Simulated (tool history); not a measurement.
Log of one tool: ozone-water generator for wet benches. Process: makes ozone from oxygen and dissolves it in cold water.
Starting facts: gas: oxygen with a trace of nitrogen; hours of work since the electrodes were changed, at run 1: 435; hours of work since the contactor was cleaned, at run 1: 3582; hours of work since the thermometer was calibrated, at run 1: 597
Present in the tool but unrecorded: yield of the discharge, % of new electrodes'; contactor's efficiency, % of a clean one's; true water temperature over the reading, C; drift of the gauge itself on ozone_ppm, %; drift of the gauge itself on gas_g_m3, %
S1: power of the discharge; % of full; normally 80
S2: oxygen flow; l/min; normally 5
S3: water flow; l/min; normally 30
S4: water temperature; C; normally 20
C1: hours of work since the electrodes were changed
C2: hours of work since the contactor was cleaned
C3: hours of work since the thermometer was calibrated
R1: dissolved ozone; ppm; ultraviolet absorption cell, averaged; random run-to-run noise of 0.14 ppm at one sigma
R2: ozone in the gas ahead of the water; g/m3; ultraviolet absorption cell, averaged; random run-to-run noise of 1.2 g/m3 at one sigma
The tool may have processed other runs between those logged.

Run 1, hour 0: usual settings; C1 435; C2 3582; C3 597. Result: R1 14.9 ppm, R2 211 g/m3.
Run 2, hour 42.2: usual settings; C1 473; C2 3620; C3 636. Result: R1 14.8 ppm, R2 213.8 g/m3.
Run 3, hour 75.7: usual settings but S3 26 l/min; C1 504; C2 3651; C3 667. Result: R1 17.1 ppm, R2 213.6 g/m3.
Run 4, hour 108.8: usual settings but S2 6.82 l/min; C1 534; C2 3681; C3 697. Result: R1 14.3 ppm, R2 171.5 g/m3.
Run 5, hour 152.3: usual settings but S1 44 % of full; C1 574; C2 3721; C3 737. Result: R1 8.7 ppm, R2 123.1 g/m3.
Run 6, hour 180.8: usual settings but S1 70 % of full; C1 600; C2 3747; C3 763. Result: R1 13.2 ppm, R2 187.2 g/m3.
Run 7, hour 226.6: usual settings but S1 70 % of full; C1 642; C2 3789; C3 804. Result: R1 12.9 ppm, R2 185.3 g/m3.
Run 8, hour 268: usual settings; C1 680; C2 3827; C3 842. Result: R1 14.7 ppm, R2 208.8 g/m3.
Run 9, hour 287.6: usual settings; C1 697; C2 3844; C3 860. Result: R1 14.4 ppm, R2 209.6 g/m3.
Run 10, hour 315.6: usual settings but S3 26 l/min; C1 723; C2 3870; C3 886. Result: R1 16.7 ppm, R2 209.3 g/m3.
Run 11, hour 355.3: usual settings but S4 24 C; C1 759; C2 3906; C3 922. Result: R1 13.9 ppm, R2 210.1 g/m3.
Run 12, hour 402.5: usual settings; C1 802; C2 3949; C3 965. Result: R1 14.6 ppm, R2 209 g/m3.
Run 13, hour 444.9: usual settings; C1 841; C2 3988; C3 1004. Result: R1 14.7 ppm, R2 208.8 g/m3.
Run 14, hour 471.5: usual settings but S3 36 l/min; C1 866; C2 4013; C3 1028. Result: R1 12.4 ppm, R2 208.3 g/m3.
Run 15, hour 516.2: usual settings but S3 36 l/min; C1 906; C2 4053; C3 1069. Result: R1 12.3 ppm, R2 207.5 g/m3.
Run 16, hour 563.2: usual settings but S2 3.65 l/min, S3 45 l/min, S4 18 C; C1 949; C2 4096; C3 1112. Result: R1 9.5 ppm, R2 253.5 g/m3.
Run 17, hour 600.4: usual settings but S3 22 l/min, S4 15 C; C1 983; C2 4130; C3 1146. Result: R1 20.3 ppm, R2 207.3 g/m3.
Run 18, hour 633.2: usual settings but S3 22 l/min, S4 15 C; C1 1013; C2 4160; C3 1176. Result: R1 20.1 ppm, R2 208 g/m3.
Run 19, hour 656.2: usual settings but S3 22 l/min, S4 15 C; C1 1034; C2 4181; C3 1197. Result: R1 20.5 ppm, R2 209.4 g/m3.
Run 20, hour 677: usual settings but S3 27 l/min; C1 1053; C2 4200; C3 1216. Result: R1 16.1 ppm, R2 208.1 g/m3.
Run 21, hour 711.7: usual settings but S3 27 l/min; C1 1085; C2 4232; C3 1248. Result: R1 16 ppm, R2 208 g/m3.
Run 22, hour 751.1: usual settings but S3 43 l/min, S4 15 C; C1 1121; C2 4268; C3 1284. Result: R1 10.4 ppm, R2 208.8 g/m3.
Run 23, hour 797: usual settings but S3 43 l/min, S4 15 C; C1 1163; C2 4310; C3 1326. Result: R1 10.8 ppm, R2 205.5 g/m3.
Run 24, hour 837.9: usual settings but S3 43 l/min, S4 15 C; C1 1200; C2 4347; C3 1363. Result: R1 10.5 ppm, R2 206.4 g/m3.
Run 25, hour 867.2: usual settings but S1 42 % of full, S2 5.87 l/min, S3 18 l/min, S4 14 C; C1 1227; C2 4374; C3 1390. Result: R1 13.5 ppm, R2 105.9 g/m3.
Run 26, hour 901.4: usual settings but S1 42 % of full, S2 5.87 l/min, S3 18 l/min, S4 14 C; C1 1258; C2 4405; C3 1421. Result: R1 13.3 ppm, R2 106.8 g/m3.
Run 27, hour 923.4: usual settings but S1 59 % of full, S2 5.87 l/min, S3 18 l/min, S4 14 C; C1 1279; C2 4425; C3 1441. Result: R1 18.2 ppm, R2 142.9 g/m3.
Run 28, hour 951.6: usual settings but S1 59 % of full, S2 5.87 l/min, S3 18 l/min, S4 14 C; C1 1304; C2 4451; C3 1467. Result: R1 17.9 ppm, R2 141.2 g/m3.
Run 29, hour 985.4: usual settings but S1 59 % of full, S2 5.87 l/min, S3 18 l/min, S4 24 C; C1 1335; C2 4482; C3 1498. Result: R1 15.1 ppm, R2 142.9 g/m3.
Run 30, hour 1030.7: usual settings but S1 60 % of full; C1 1377; C2 4524; C3 1539. Result: R1 11.1 ppm, R2 159.6 g/m3.

What if the next run were any one of these 5? Each begins from the tool's condition after run 30:
Run A, hour 1072.1: usual settings but S1 60 % of full, S4 26 C; C1 1414; C2 4561; C3 1577. Result: R1 ?, R2 ?.
Run B, hour 1072.1: usual settings but S1 42 % of full; C1 1414; C2 4561; C3 1577. Result: R1 ?, R2 ?.
Run C, hour 1072.1: usual settings but S1 60 % of full, S2 3.76 l/min; C1 1414; C2 4561; C3 1577. Result: R1 ?, R2 ?.
Run D, hour 1072.1: usual settings but S2 5.54 l/min, S3 33 l/min, S4 15 C; C1 1414; C2 4561; C3 1577. Result: R1 ?, R2 ?.
Run E, hour 1072.1: usual settings but S1 60 % of full, S2 5.1 l/min, S4 19 C; C1 1414; C2 4561; C3 1577. Result: R1 ?, R2 ?.

run    R1     R2
  A  10.2  159.5
  B   8.2  117.4
  C  11.1  195.8
  D  13.8  191.2
  E  11.3  158.1
What these runs would have given with no unlogged condition in the tool:
run    R1     R2
  A    11    165
  B   8.7    120
  C    12  202.6
  D  15.1  199.8
  E  12.2  163.6

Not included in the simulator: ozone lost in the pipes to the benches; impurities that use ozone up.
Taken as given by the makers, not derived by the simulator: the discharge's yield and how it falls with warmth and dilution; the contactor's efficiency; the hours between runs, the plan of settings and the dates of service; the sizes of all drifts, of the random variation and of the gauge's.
